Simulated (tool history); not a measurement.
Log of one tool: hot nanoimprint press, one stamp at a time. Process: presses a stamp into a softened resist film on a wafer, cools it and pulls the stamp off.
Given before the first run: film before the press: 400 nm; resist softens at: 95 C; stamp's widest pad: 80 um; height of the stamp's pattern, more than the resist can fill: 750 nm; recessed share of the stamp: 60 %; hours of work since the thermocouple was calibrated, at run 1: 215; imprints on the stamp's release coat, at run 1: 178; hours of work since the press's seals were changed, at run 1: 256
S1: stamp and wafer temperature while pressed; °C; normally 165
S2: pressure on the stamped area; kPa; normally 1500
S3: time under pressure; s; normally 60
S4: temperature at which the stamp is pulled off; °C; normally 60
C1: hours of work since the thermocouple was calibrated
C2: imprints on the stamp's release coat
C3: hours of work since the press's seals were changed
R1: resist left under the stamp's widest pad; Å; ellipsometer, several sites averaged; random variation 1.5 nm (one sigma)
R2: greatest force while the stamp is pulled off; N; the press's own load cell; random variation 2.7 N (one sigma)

run   hour   S1    S2   S3  S4   C1    C2   C3    R1   R2
  1      0  165  1500   60  60  215   178  256  2361  124
  2   27.4  166  1500   60  60  235   245  276  2258  120
  3   52.1  166  1500   60  60  254   305  295  2236  124
  4   84.3  174  1500   60  60  278   384  319  1553  123
  5  115.5  174  1500   60  60  301   460  342  1578  123
  6  132.2  165  1500   60  60  314   501  355  2319  120
  7  163.6  165  1500   60  60  337   578  378  2347  122
  8    199  165  1500   60  60  364   664  404  2328  126
     235.3  -- plate thermocouple calibrated
  9  236.5  165  1500   60  60    1   749  430  2330  125
 10  267.2  165  1500   60  60   24   824  453  2327  116
 11  282.4  165  1500   60  60   35   861  465  2362  125
 12  314.9  165  1500   60  60   60   940  489  2363  123
 13  330.5  165  1500  108  60   71   979  500  1884  131
 14  364.8  165  1500  108  60   97  1062  526  1884  126
 15  399.8  165  1500   60  60  123  1148  552  2360  122
 16  430.7  165  1500   60  60  146  1224  575  2338  121

What will run 17 give?
 17  455.6  165  1500  32  63  165  1285  594   ?   ?

R1: 2787 Å
R2: 120 N
With no hidden state in the tool, this same run would have given R1 2785 Å, R2 119 N.
